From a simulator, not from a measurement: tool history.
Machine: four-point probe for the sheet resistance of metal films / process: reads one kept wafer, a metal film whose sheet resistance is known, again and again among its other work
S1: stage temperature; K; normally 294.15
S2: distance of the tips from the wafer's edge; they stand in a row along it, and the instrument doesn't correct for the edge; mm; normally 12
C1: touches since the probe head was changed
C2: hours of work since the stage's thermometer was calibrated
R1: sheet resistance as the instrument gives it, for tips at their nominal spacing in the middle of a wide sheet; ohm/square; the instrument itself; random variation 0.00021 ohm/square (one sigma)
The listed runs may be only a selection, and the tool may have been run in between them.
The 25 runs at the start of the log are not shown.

{"run": 26, "hour": 718.8, "S1": 299.15, "S2": 12, "C1": 46655, "C2": 42, "R1": 1.044686}
{"run": 27, "hour": 736.8, "S1": 293.15, "S2": 5, "C1": 47016, "C2": 54, "R1": 1.062491}
{"run": 28, "hour": 765.3, "S1": 295.15, "S2": 7, "C1": 47586, "C2": 73, "R1": 1.052238}
{"run": 29, "hour": 792.0, "S1": 295.15, "S2": 7, "C1": 48120, "C2": 92, "R1": 1.052314}
{"run": 30, "hour": 834.3, "S1": 293.15, "S2": 58, "C1": 48966, "C2": 120, "R1": 1.040873}
{"run": 31, "hour": 874.1, "S1": 293.15, "S2": 58, "C1": 49763, "C2": 147, "R1": 1.040892}
{"run": 32, "hour": 912.6, "S1": 305.15, "S2": 26, "C1": 50534, "C2": 174, "R1": 1.042158}
{"run": 33, "hour": 931.1, "S1": 294.15, "S2": 26, "C1": 50905, "C2": 186, "R1": 1.041782}
{"run": 34, "hour": 965.1, "S1": 298.15, "S2": 4, "C1": 51585, "C2": 209, "R1": 1.074873}
{"run": 35, "hour": 988.8, "S1": 292.15, "S2": 26, "C1": 52058, "C2": 225, "R1": 1.041642}
{"run": 36, "hour": 1007.3, "S1": 301.15, "S2": 11, "C1": 52429, "C2": 238, "R1": 1.045595}
{"run": 37, "hour": 1036.7, "S1": 306.15, "S2": 34, "C1": 53017, "C2": 258, "R1": 1.042081}
{"run": 38, "hour": 1079.6, "S1": 301.15, "S2": 9, "C1": 53876, "C2": 287, "R1": 1.048443}
{"run": 39, "hour": 1102.8, "S1": 296.15, "S2": 24, "C1": 54342, "C2": 303, "R1": 1.041991}
{"run": 40, "hour": 1137.7, "S1": 291.15, "S2": 5, "C1": 55039, "C2": 327, "R1": 1.062856}
{"run": 41, "hour": 1164.0, "S1": 297.15, "S2": 21, "C1": 55565, "C2": 345, "R1": 1.042396}
{"run": 42, "hour": 1188.3, "S1": 298.15, "S2": 45, "C1": 56052, "C2": 361, "R1": 1.041926}
{"run": 43, "hour": 1227.8, "S1": 291.15, "S2": 6, "C1": 56844, "C2": 388, "R1": 1.056057}
{"run": 44, "hour": 1254.4, "S1": 304.15, "S2": 12, "C1": 57375, "C2": 406, "R1": 1.045589}
{"run": 45, "hour": 1292.4, "S1": 298.15, "S2": 9, "C1": 58135, "C2": 432, "R1": 1.048312}

4 options for the next run, each taken on its own from the tool as it stands now. Forecast them:
{"run": "A", "hour": 1313.6, "S1": 302.15, "S2": 5, "C1": 58560, "C2": 446, "R1": "?"}
{"run": "B", "hour": 1313.6, "S1": 292.15, "S2": 74, "C1": 58560, "C2": 446, "R1": "?"}
{"run": "C", "hour": 1313.6, "S1": 295.15, "S2": 74, "C1": 58560, "C2": 446, "R1": "?"}
{"run": "D", "hour": 1313.6, "S1": 302.15, "S2": 9, "C1": 58560, "C2": 446, "R1": "?"}

run=A R1=1.063571
run=B R1=1.041461
run=C R1=1.041107
run=D R1=1.048624
With no hidden state in the tool, these same runs would have given:
run=A R1=1.061640
run=B R1=1.039579
run=C R1=1.039222
run=D R1=1.046718
